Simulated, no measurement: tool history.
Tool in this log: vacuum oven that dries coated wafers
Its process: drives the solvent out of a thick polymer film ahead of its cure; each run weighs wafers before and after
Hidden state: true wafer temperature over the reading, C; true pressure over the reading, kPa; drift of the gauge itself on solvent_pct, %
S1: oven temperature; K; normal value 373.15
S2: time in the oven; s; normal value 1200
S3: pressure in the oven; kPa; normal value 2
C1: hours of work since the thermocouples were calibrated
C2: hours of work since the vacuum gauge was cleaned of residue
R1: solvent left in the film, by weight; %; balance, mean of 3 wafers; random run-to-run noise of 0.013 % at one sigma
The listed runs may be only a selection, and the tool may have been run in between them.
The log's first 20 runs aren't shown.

{"run": 21, "hour": 318.9, "S1": 384.15, "S2": 1680, "S3": 4.62, "C1": 1594, "C2": 969, "R1": 1.58}
{"run": 22, "hour": 338.7, "S1": 384.15, "S2": 1680, "S3": 4.62, "C1": 1610, "C2": 985, "R1": 1.56}
{"run": 23, "hour": 361.4, "S1": 387.15, "S2": 1680, "S3": 4.62, "C1": 1628, "C2": 1003, "R1": 1.32}
{"run": 24, "hour": 380.0, "S1": 375.15, "S2": 1380, "S3": 4.62, "C1": 1642, "C2": 1017, "R1": 3.55}
{"run": 25, "hour": 398.0, "S1": 373.15, "S2": 1200, "S3": 1.56, "C1": 1656, "C2": 1032, "R1": 3.67}
{"run": 26, "hour": 414.1, "S1": 373.15, "S2": 1440, "S3": 1.56, "C1": 1669, "C2": 1044, "R1": 2.74}
{"run": 27, "hour": 426.7, "S1": 373.15, "S2": 1440, "S3": 1.56, "C1": 1679, "C2": 1054, "R1": 2.73}
{"run": 28, "hour": 449.0, "S1": 373.15, "S2": 1440, "S3": 1.56, "C1": 1697, "C2": 1072, "R1": 2.73}
{"run": 29, "hour": 467.0, "S1": 373.15, "S2": 1440, "S3": 1.56, "C1": 1711, "C2": 1086, "R1": 2.73}
{"run": 30, "hour": 483.6, "S1": 373.15, "S2": 1440, "S3": 1.56, "C1": 1724, "C2": 1099, "R1": 2.72}

Forecast each of these 4 alternatives for the next run:
{"run": "A", "hour": 499.9, "S1": 366.15, "S2": 1800, "S3": 2, "C1": 1737, "C2": 1112, "R1": "?"}
{"run": "B", "hour": 499.9, "S1": 374.15, "S2": 1080, "S3": 2, "C1": 1737, "C2": 1112, "R1": "?"}
{"run": "C", "hour": 499.9, "S1": 372.15, "S2": 1440, "S3": 5.01, "C1": 1737, "C2": 1112, "R1": "?"}
{"run": "D", "hour": 499.9, "S1": 370.15, "S2": 720, "S3": 1.56, "C1": 1737, "C2": 1112, "R1": "?"}

run=A R1=3.49
run=B R1=4.16
run=C R1=4.26
run=D R1=7.97
Stripped of hidden state, with their random variation kept, the same runs would have yielded:
run=A R1=3.5
run=B R1=4.17
run=C R1=4.26
run=D R1=7.98
